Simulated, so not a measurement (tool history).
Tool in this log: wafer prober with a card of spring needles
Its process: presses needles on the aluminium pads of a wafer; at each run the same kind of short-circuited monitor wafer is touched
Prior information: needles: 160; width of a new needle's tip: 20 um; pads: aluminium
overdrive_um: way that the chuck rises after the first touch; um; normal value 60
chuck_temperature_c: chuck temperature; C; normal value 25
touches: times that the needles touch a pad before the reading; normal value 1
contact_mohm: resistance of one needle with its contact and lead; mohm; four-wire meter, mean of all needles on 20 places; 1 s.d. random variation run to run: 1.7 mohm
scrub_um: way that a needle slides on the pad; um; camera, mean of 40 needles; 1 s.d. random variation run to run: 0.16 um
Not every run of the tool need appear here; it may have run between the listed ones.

run     day  overdrive_um  chuck_temperature_c  touches  contact_mohm  scrub_um
  1   0.000            60                   25        1           223     14.41
      0.138  -- tips cleaned on abrasive film
      0.367  -- tips cleaned on abrasive film
      0.596  -- tips cleaned on abrasive film
      0.779  -- tips cleaned on abrasive film
      1.008  -- tips cleaned on abrasive film
      1.238  -- tips cleaned on abrasive film
      1.425  -- tips cleaned on abrasive film
  2   1.442            60                   25        1           212     13.71
      1.625  -- tips cleaned on abrasive film
      1.854  -- tips cleaned on abrasive film
      2.038  -- tips cleaned on abrasive film
      2.267  -- tips cleaned on abrasive film
      2.496  -- tips cleaned on abrasive film
      2.725  -- tips cleaned on abrasive film
      2.954  -- tips cleaned on abrasive film
      3.183  -- tips cleaned on abrasive film
  3   3.233            60                   25        1           231     13.44
      3.371  -- tips cleaned on abrasive film
      3.600  -- tips cleaned on abrasive film
      3.742  -- tips cleaned on abrasive film, once more
      3.925  -- tips cleaned on abrasive film
      4.154  -- tips cleaned on abrasive film
      4.383  -- tips cleaned on abrasive film
      4.612  -- tips cleaned on abrasive film
  4   4.692            60                   25        2           232     13.24
      4.833  -- tips cleaned on abrasive film
      5.062  -- tips cleaned on abrasive film
      5.162  -- height of the first contact set anew
      5.304  -- tips cleaned on abrasive film
      5.488  -- tips cleaned on abrasive film
      5.717  -- tips cleaned on abrasive film
      5.946  -- tips cleaned on abrasive film
  5   6.121            44                   25        1           370     11.81
      6.171  -- tips cleaned on abrasive film
      6.400  -- tips cleaned on abrasive film
      6.629  -- tips cleaned on abrasive film
      6.858  -- tips cleaned on abrasive film
      7.088  -- tips cleaned on abrasive film
      7.317  -- tips cleaned on abrasive film
      7.500  -- tips cleaned on abrasive film
      7.729  -- tips cleaned on abrasive film
  6   7.754            60                   60        1           216     15.71
      7.938  -- tips cleaned on abrasive film
      8.121  -- tips cleaned on abrasive film
      8.350  -- tips cleaned on abrasive film
      8.579  -- tips cleaned on abrasive film
      8.808  -- tips cleaned on abrasive film
      8.992  -- tips cleaned on abrasive film
      9.221  -- tips cleaned on abrasive film
  7   9.296            60                   60        1           240     15.39
      9.433  -- tips cleaned on abrasive film
      9.662  -- tips cleaned on abrasive film
      9.892  -- tips cleaned on abrasive film
     10.121  -- tips cleaned on abrasive film
     10.350  -- tips cleaned on abrasive film
     10.533  -- tips cleaned on abrasive film
     10.762  -- tips cleaned on abrasive film
     10.979  -- tips cleaned on abrasive film
  8  10.979            44                   25        1           197     11.17
     11.162  -- tips cleaned on abrasive film
     11.392  -- tips cleaned on abrasive film
     11.575  -- tips cleaned on abrasive film
     11.804  -- tips cleaned on abrasive film
     11.988  -- tips cleaned on abrasive film
     12.217  -- tips cleaned on abrasive film
  9  12.325            44                   25        1           345     10.82
     12.417  -- tips cleaned on abrasive film
     12.604  -- tips cleaned on abrasive film
     12.833  -- tips cleaned on abrasive film
     13.062  -- tips cleaned on abrasive film
     13.292  -- tips cleaned on abrasive film
     13.521  -- tips cleaned on abrasive film
     13.750  -- tips cleaned on abrasive film
     13.979  -- tips cleaned on abrasive film
 10  14.033            44                   25        1           304     10.90
     14.175  -- tips cleaned on abrasive film
     14.404  -- tips cleaned on abrasive film
     14.633  -- tips cleaned on abrasive film
     14.817  -- tips cleaned on abrasive film
     15.046  -- tips cleaned on abrasive film
     15.229  -- tips cleaned on abrasive film
 11  15.254            44                   25        1           257     10.86
     15.438  -- tips cleaned on abrasive film
     15.625  -- tips cleaned on abrasive film
     15.854  -- tips cleaned on abrasive film
     16.083  -- tips cleaned on abrasive film
 12  16.100            44                   25        1           230     10.42
     16.283  -- tips cleaned on abrasive film
     16.512  -- tips cleaned on abrasive film
     16.742  -- tips cleaned on abrasive film
     16.971  -- tips cleaned on abrasive film
 13  17.033            44                   25        3           226     10.37
     17.171  -- tips cleaned on abrasive film
     17.400  -- tips cleaned on abrasive film
     17.629  -- tips cleaned on abrasive film
     17.817  -- tips cleaned on abrasive film
 14  17.875            60                   30        2           219     14.64
     18.012  -- tips cleaned on abrasive film
     18.242  -- tips cleaned on abrasive film
     18.471  -- tips cleaned on abrasive film
     18.700  -- tips cleaned on abrasive film
     18.929  -- tips cleaned on abrasive film
     19.158  -- tips cleaned on abrasive film
     19.388  -- tips cleaned on abrasive film
 15  19.471            55                   30        2           245     13.21
     19.612  -- tips cleaned on abrasive film
     19.842  -- tips cleaned on abrasive film
     20.071  -- tips cleaned on abrasive film
     20.271  -- tips cleaned on abrasive film
 16  20.271            55                   30        2           191     13.02
     20.500  -- tips cleaned on abrasive film
     20.729  -- tips cleaned on abrasive film
     20.958  -- tips cleaned on abrasive film
     21.146  -- tips cleaned on abrasive film
     21.375  -- tips cleaned on abrasive film
     21.604  -- tips cleaned on abrasive film
 17  21.654            55                   30        2           226     12.95
     21.792  -- tips cleaned on abrasive film
     21.979  -- tips cleaned on abrasive film
     22.208  -- tips cleaned on abrasive film
     22.438  -- tips cleaned on abrasive film
     22.621  -- tips cleaned on abrasive film
     22.850  -- tips cleaned on abrasive film
     23.079  -- tips cleaned on abrasive film
     23.283  -- tips cleaned on abrasive film
 18  23.283            60                   25        2           189     14.28
     23.512  -- tips cleaned on abrasive film
     23.742  -- tips cleaned on abrasive film
     23.971  -- tips cleaned on abrasive film
     24.200  -- tips cleaned on abrasive film
     24.700  -- card fitted with new needles
     24.929  -- tips cleaned on abrasive film
 19  24.933            63                   79        1           190     16.85
     25.117  -- tips cleaned on abrasive film
     25.346  -- tips cleaned on abrasive film
     25.529  -- tips cleaned on abrasive film
     25.758  -- tips cleaned on abrasive film
 20  25.888            63                   67        1           236     16.61
     25.979  -- tips cleaned on abrasive film
     26.208  -- tips cleaned on abrasive film
     26.438  -- tips cleaned on abrasive film
     26.667  -- tips cleaned on abrasive film
     26.850  -- tips cleaned on abrasive film
     27.079  -- tips cleaned on abrasive film
     27.308  -- tips cleaned on abrasive film
     27.538  -- tips cleaned on abrasive film
 21  27.642            63                   67        1           227     16.44
     27.738  -- tips cleaned on abrasive film
     27.967  -- tips cleaned on abrasive film
     28.196  -- tips cleaned on abrasive film
     28.425  -- tips cleaned on abrasive film
 22  28.575            63                   67        1           246     16.57

Alternative continuations, all from the tool just after run 22; predict every row:
     28.625  -- tips cleaned on abrasive film
     28.808  -- tips cleaned on abrasive film
     29.038  -- tips cleaned on abrasive film
     29.267  -- tips cleaned on abrasive film
     29.496  -- tips cleaned on abrasive film
  A  29.500            40                   25        1             ?         ?
     28.625  -- tips cleaned on abrasive film
     28.808  -- tips cleaned on abrasive film
     29.038  -- tips cleaned on abrasive film
     29.267  -- tips cleaned on abrasive film
     29.496  -- tips cleaned on abrasive film
  B  29.500            68                   40        2             ?         ?
     28.625  -- tips cleaned on abrasive film
     28.808  -- tips cleaned on abrasive film
     29.038  -- tips cleaned on abrasive film
     29.267  -- tips cleaned on abrasive film
     29.496  -- tips cleaned on abrasive film
  C  29.500            63                   32        2             ?         ?
     28.625  -- tips cleaned on abrasive film
     28.808  -- tips cleaned on abrasive film
     29.038  -- tips cleaned on abrasive film
     29.267  -- tips cleaned on abrasive film
     29.496  -- tips cleaned on abrasive film
  D  29.500            73                   26        2             ?         ?
     28.625  -- tips cleaned on abrasive film
     28.808  -- tips cleaned on abrasive film
     29.038  -- tips cleaned on abrasive film
     29.267  -- tips cleaned on abrasive film
     29.496  -- tips cleaned on abrasive film
  E  29.500            60                   40        3             ?         ?

run  contact_mohm  scrub_um
  A           201     10.52
  B           179     17.40
  C           177     16.13
  D           174     18.77
  E           181     15.49
With no hidden state in the tool, these same runs would have given:
run  contact_mohm  scrub_um
  A           181     10.97
  B           175     17.85
  C           172     16.57
  D           170     19.22
  E           177     15.94
